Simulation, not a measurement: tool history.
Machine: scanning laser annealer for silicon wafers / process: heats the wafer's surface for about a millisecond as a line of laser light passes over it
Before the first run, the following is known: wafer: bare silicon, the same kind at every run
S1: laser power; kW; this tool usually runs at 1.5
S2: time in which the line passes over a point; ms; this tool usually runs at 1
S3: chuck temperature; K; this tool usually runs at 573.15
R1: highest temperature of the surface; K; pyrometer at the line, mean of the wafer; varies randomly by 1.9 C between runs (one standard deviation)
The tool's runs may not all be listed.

run    hour     S1    S2      S3       R1
  1       0    1.5     1  573.15  1393.15
  2    62.9    1.5     1  573.15  1390.15
  3   100.6    1.5     1  573.15  1394.15
  4     160    1.5     1  586.15  1406.15
  5   207.1    1.5     1  586.15  1403.15
  6   257.5    1.5     1  586.15  1403.15
  7   285.5    1.5     1  539.15  1353.15
  8   331.2    1.5  0.78  539.15  1247.15
  9   389.2    1.5  1.21  573.15  1475.15
 10   436.3    1.5  1.21  573.15  1471.15
 11   496.5    1.5  1.21  573.15  1468.15
 12   533.9  1.509     1  573.15  1385.15
 13   561.4  1.296     1  573.15  1240.15
 14   597.7  1.296     1  573.15  1237.15
 15   647.9  1.296     1  573.15  1234.15
 16   679.3  1.296     1  573.15  1239.15
 17   730.7  1.296     1  573.15  1234.15
 18   788.7  1.296     1  573.15  1232.15
 19     829  1.296     1  573.15  1236.15
 20     872    1.5     1  573.15  1371.15
        882  -- window over the wafer cleaned
 21     903    1.5     1  573.15  1386.15
 22   955.3   1.31  1.02  611.15  1297.15
 23   999.5   1.51  0.92  549.15  1327.15
 24  1037.9   1.51  0.97  546.15  1344.15
 25  1087.1  1.519     1  585.15  1402.15
 26  1124.8    1.5  1.01  585.15  1390.15
 27  1152.4  1.376  0.89  585.15  1257.15
 28  1186.6  1.376  0.89  585.15  1259.15
 29  1231.9  1.312  0.86  566.15  1190.15
 30  1279.2  1.312  0.86  563.15  1182.15
 31  1338.3   1.45     1  567.15  1330.15
 32  1367.7  1.613  1.07  573.15  1478.15
 33  1403.2    1.5     1  606.15  1396.15
 34  1443.5  1.285     1  554.15  1205.15
 35  1505.4  1.412   0.8  594.15  1240.15
 36  1561.8  1.326   0.8  597.15  1193.15
 37  1590.3  1.326   0.8  597.15  1194.15
 38  1622.6    1.5     1  562.15  1348.15
 39  1684.1  1.374  0.83  596.15  1228.15
 40  1741.8  1.374  0.83  596.15  1227.15
 41    1789  1.374  0.83  596.15  1230.15
 42  1836.3  1.364  0.96  594.15  1271.15

How would selected steps in R1 from run to run divide? Give the signed amount a tool lacking its hidden state would still show from settings, what came in and random variation, and the signed amount left for the hidden state, including any gauge scatter that is not in both of the compared results.
Unlogged tool condition in this case: light that passes the window, % of a clean one's; laser's true power over the reading, %; width of the line over the set one, %; drift of the gauge itself on peak_c, C.
Run 8 -> 9: S2 0.78 -> 1.21, S3 539.15 -> 573.15. R1 +228 K: hidden state -5, all else +233.
Run 20 -> 21: window over the wafer cleaned. R1 +15 K: hidden state +14, all else +1.
Run 30 -> 31: S1 1.312 -> 1.45, S2 0.86 -> 1, S3 563.15 -> 567.15. R1 +148 K: hidden state -8, all else +156.
Run 33 -> 34: S1 1.5 -> 1.285, S3 606.15 -> 554.15. R1 -191 K: hidden state +5, all else -196.
Run 37 -> 38: S1 1.326 -> 1.5, S2 0.8 -> 1, S3 597.15 -> 562.15. R1 +154 K: hidden state -11, all else +165.
